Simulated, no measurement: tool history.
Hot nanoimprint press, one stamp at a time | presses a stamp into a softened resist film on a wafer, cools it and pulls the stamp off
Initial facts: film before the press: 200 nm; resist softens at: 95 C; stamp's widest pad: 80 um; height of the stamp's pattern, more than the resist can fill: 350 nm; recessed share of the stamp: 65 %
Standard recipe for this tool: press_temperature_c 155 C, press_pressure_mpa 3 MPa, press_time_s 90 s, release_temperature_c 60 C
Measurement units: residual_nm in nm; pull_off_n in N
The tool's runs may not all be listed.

run  hour  press_temperature_c  press_pressure_mpa  press_time_s  release_temperature_c  residual_nm  pull_off_n
  1     0                  155                   3            90                     60        104.8         188
  2     6                  155                   3           169                     60         83.3         189
  3  11.5                  155                   3           169                     60         82.7         186
  4  21.6                  155                   3           169                     60         82.6         189
  5  31.9                  155                   3           169                     60         83.1         182
  6  38.6                  155                   3           169                     59         83.5         191
  7  47.8                  155                   3           169                     59         83.5         193
  8  54.5                  155                   3           171                     59         82.7         194
  9    64                  155                4.19           171                     46         70.8         236
 10  73.9                  155                   3            53                     60        125.7         195
 11  80.3                  155                1.99            66                     60        134.3         196
 12  87.1                  153                1.99            64                     47        146.2         236
 13  94.7                  153                1.99            55                     56        150.3         206

Each row is a separate what-if for the run after 13, all from the same tool condition, not one after another. Results?
  A  105.4                  158                   3            90                     60            ?           ?
  B  105.4                  153                 2.5            55                     56            ?           ?
  C  105.4                  153                1.99            73                     65            ?           ?
  D  105.4                  155                4.28            90                     60            ?           ?

run  residual_nm  pull_off_n
  A         91.2         192
  B        142.4         208
  C        141.3         175
  D         92.3         192
Take away the tool's hidden state, keep each run's random variation, and the runs would have read:
run  residual_nm  pull_off_n
  A         88.5         170
  B        139.7         184
  C        138.7         155
  D         89.3         170
